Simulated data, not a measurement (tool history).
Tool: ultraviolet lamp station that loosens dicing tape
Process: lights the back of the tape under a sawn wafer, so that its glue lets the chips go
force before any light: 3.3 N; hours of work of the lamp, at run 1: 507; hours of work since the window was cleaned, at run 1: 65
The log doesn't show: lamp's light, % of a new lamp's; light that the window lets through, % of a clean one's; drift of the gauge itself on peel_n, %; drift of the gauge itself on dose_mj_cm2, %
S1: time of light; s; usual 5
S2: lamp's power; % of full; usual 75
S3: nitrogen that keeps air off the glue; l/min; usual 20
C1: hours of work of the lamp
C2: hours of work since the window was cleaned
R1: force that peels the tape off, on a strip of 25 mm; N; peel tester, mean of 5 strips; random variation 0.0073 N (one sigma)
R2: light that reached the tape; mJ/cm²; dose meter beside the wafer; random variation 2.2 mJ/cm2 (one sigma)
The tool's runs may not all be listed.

{"run": 1, "hour": 0.0, "S1": 5, "S2": 75, "S3": 20, "C1": 507, "C2": 65, "R1": 0.416, "R2": 153}
{"run": 2, "hour": 16.6, "S1": 5, "S2": 79, "S3": 20, "C1": 517, "C2": 75, "R1": 0.386, "R2": 156}
{"run": 3, "hour": 39.8, "S1": 5, "S2": 60, "S3": 20, "C1": 530, "C2": 88, "R1": 0.601, "R2": 120}
{"run": 4, "hour": 51.7, "S1": 5, "S2": 60, "S3": 20, "C1": 537, "C2": 95, "R1": 0.634, "R2": 121}
{"run": 5, "hour": 62.2, "S1": 5, "S2": 60, "S3": 20, "C1": 543, "C2": 102, "R1": 0.63, "R2": 118}
{"run": 6, "hour": 86.4, "S1": 5, "S2": 60, "S3": 20, "C1": 557, "C2": 116, "R1": 0.634, "R2": 114}
{"run": 7, "hour": 98.5, "S1": 5, "S2": 60, "S3": 20, "C1": 565, "C2": 123, "R1": 0.638, "R2": 111}
{"run": 8, "hour": 119.1, "S1": 5, "S2": 60, "S3": 20, "C1": 577, "C2": 135, "R1": 0.64, "R2": 114}
{"run": 9, "hour": 131.3, "S1": 5, "S2": 75, "S3": 26, "C1": 584, "C2": 142, "R1": 0.436, "R2": 143}
{"run": 10, "hour": 156.4, "S1": 5, "S2": 75, "S3": 26, "C1": 598, "C2": 157, "R1": 0.431, "R2": 140}
{"run": 11, "hour": 179.8, "S1": 5, "S2": 75, "S3": 26, "C1": 612, "C2": 170, "R1": 0.461, "R2": 135}
{"run": 12, "hour": 197.8, "S1": 5, "S2": 75, "S3": 6, "C1": 623, "C2": 181, "R1": 0.788, "R2": 136}
{"run": 13, "hour": 211.6, "S1": 5, "S2": 75, "S3": 6, "C1": 631, "C2": 189, "R1": 0.769, "R2": 137}
{"hour": 214.0, "done": "window cleaned of glue's vapour"}
{"run": 14, "hour": 234.9, "S1": 5, "S2": 75, "S3": 6, "C1": 644, "C2": 12, "R1": 0.809, "R2": 134}
{"run": 15, "hour": 255.6, "S1": 5, "S2": 75, "S3": 6, "C1": 656, "C2": 24, "R1": 0.819, "R2": 133}
{"hour": 267.0, "done": "window cleaned of glue's vapour, once more"}
{"run": 16, "hour": 269.7, "S1": 5, "S2": 75, "S3": 20, "C1": 664, "C2": 2, "R1": 0.468, "R2": 138}
{"run": 17, "hour": 281.5, "S1": 5, "S2": 75, "S3": 20, "C1": 671, "C2": 8, "R1": 0.488, "R2": 139}
{"run": 18, "hour": 306.1, "S1": 5, "S2": 75, "S3": 20, "C1": 685, "C2": 23, "R1": 0.487, "R2": 139}
{"run": 19, "hour": 319.1, "S1": 5, "S2": 75, "S3": 20, "C1": 693, "C2": 30, "R1": 0.506, "R2": 137}
{"run": 20, "hour": 344.2, "S1": 5, "S2": 66, "S3": 20, "C1": 708, "C2": 45, "R1": 0.64, "R2": 117}
{"run": 21, "hour": 357.7, "S1": 5, "S2": 66, "S3": 20, "C1": 715, "C2": 53, "R1": 0.616, "R2": 116}
{"run": 22, "hour": 368.3, "S1": 5, "S2": 75, "S3": 20, "C1": 722, "C2": 59, "R1": 0.519, "R2": 132}
{"run": 23, "hour": 379.2, "S1": 6, "S2": 73, "S3": 12, "C1": 728, "C2": 66, "R1": 0.483, "R2": 157}
{"run": 24, "hour": 402.9, "S1": 2, "S2": 75, "S3": 20, "C1": 742, "C2": 79, "R1": 1.534, "R2": 52}
{"hour": 418.3, "done": "lamp changed"}
{"run": 25, "hour": 419.5, "S1": 3, "S2": 75, "S3": 9, "C1": 1, "C2": 89, "R1": 0.856, "R2": 116}
{"run": 26, "hour": 438.4, "S1": 3, "S2": 74, "S3": 7, "C1": 12, "C2": 100, "R1": 0.946, "R2": 113}
{"run": 27, "hour": 459.6, "S1": 9, "S2": 93, "S3": 7, "C1": 24, "C2": 112, "R1": 0.148, "R2": 424}
{"run": 28, "hour": 470.2, "S1": 5, "S2": 75, "S3": 12, "C1": 30, "C2": 118, "R1": 0.367, "R2": 189}
{"run": 29, "hour": 490.2, "S1": 5, "S2": 75, "S3": 12, "C1": 42, "C2": 130, "R1": 0.352, "R2": 189}
{"run": 30, "hour": 503.6, "S1": 5, "S2": 75, "S3": 12, "C1": 50, "C2": 138, "R1": 0.366, "R2": 187}
{"run": 31, "hour": 515.3, "S1": 5, "S2": 75, "S3": 12, "C1": 57, "C2": 145, "R1": 0.361, "R2": 183}
{"run": 32, "hour": 527.0, "S1": 5, "S2": 75, "S3": 12, "C1": 64, "C2": 151, "R1": 0.371, "R2": 184}
{"run": 33, "hour": 541.0, "S1": 5, "S2": 72, "S3": 21, "C1": 72, "C2": 160, "R1": 0.319, "R2": 173}
{"run": 34, "hour": 551.3, "S1": 5, "S2": 72, "S3": 21, "C1": 78, "C2": 166, "R1": 0.312, "R2": 170}
{"run": 35, "hour": 569.9, "S1": 5, "S2": 72, "S3": 21, "C1": 89, "C2": 176, "R1": 0.316, "R2": 172}
{"run": 36, "hour": 587.2, "S1": 5, "S2": 82, "S3": 15, "C1": 99, "C2": 187, "R1": 0.31, "R2": 196}
{"run": 37, "hour": 604.6, "S1": 2, "S2": 75, "S3": 35, "C1": 109, "C2": 197, "R1": 1.042, "R2": 73}
{"run": 38, "hour": 622.8, "S1": 4, "S2": 75, "S3": 18, "C1": 119, "C2": 207, "R1": 0.5, "R2": 141}
{"run": 39, "hour": 635.4, "S1": 4, "S2": 75, "S3": 18, "C1": 127, "C2": 215, "R1": 0.488, "R2": 141}
{"run": 40, "hour": 649.4, "S1": 4, "S2": 75, "S3": 18, "C1": 135, "C2": 223, "R1": 0.502, "R2": 139}
{"run": 41, "hour": 669.9, "S1": 6, "S2": 80, "S3": 9, "C1": 147, "C2": 235, "R1": 0.304, "R2": 224}
{"run": 42, "hour": 683.3, "S1": 5, "S2": 75, "S3": 6, "C1": 155, "C2": 243, "R1": 0.581, "R2": 172}
{"run": 43, "hour": 703.9, "S1": 5, "S2": 75, "S3": 8, "C1": 167, "C2": 255, "R1": 0.498, "R2": 169}
{"run": 44, "hour": 715.2, "S1": 6, "S2": 97, "S3": 20, "C1": 174, "C2": 261, "R1": 0.179, "R2": 264}

Measured less the same run without the tool's hidden state. The same run-to-run variation is in both; the gauge's scatter may not be:
run=1 R1=+0.152 R2=-47
run=2 R1=+0.147 R2=-50
run=3 R1=+0.224 R2=-40
run=4 R1=+0.237 R2=-40
run=5 R1=+0.240 R2=-41
run=6 R1=+0.252 R2=-43
run=7 R1=+0.254 R2=-42
run=8 R1=+0.263 R2=-44
run=9 R1=+0.186 R2=-56
run=10 R1=+0.190 R2=-57
run=11 R1=+0.206 R2=-59
run=12 R1=+0.333 R2=-61
run=13 R1=+0.331 R2=-62
run=14 R1=+0.356 R2=-64
run=15 R1=+0.370 R2=-65
run=16 R1=+0.205 R2=-57
run=17 R1=+0.212 R2=-58
run=18 R1=+0.219 R2=-61
run=19 R1=+0.232 R2=-61
run=20 R1=+0.293 R2=-55
run=21 R1=+0.288 R2=-55
run=22 R1=+0.248 R2=-64
run=23 R1=+0.235 R2=-75
run=24 R1=+0.481 R2=-27
run=25 R1=+0.032 R2=-3
run=26 R1=+0.040 R2=-4
run=27 R1=+0.004 R2=-20
run=28 R1=+0.029 R2=-10
run=29 R1=+0.033 R2=-12
run=30 R1=+0.037 R2=-12
run=31 R1=+0.039 R2=-13
run=32 R1=+0.043 R2=-14
run=33 R1=+0.039 R2=-14
run=34 R1=+0.040 R2=-15
run=35 R1=+0.046 R2=-17
run=36 R1=+0.046 R2=-20
run=37 R1=+0.118 R2=-8
run=38 R1=+0.085 R2=-17
run=39 R1=+0.087 R2=-17
run=40 R1=+0.093 R2=-19
run=41 R1=+0.059 R2=-31
run=42 R1=+0.115 R2=-26
run=43 R1=+0.108 R2=-27
run=44 R1=+0.027 R2=-44

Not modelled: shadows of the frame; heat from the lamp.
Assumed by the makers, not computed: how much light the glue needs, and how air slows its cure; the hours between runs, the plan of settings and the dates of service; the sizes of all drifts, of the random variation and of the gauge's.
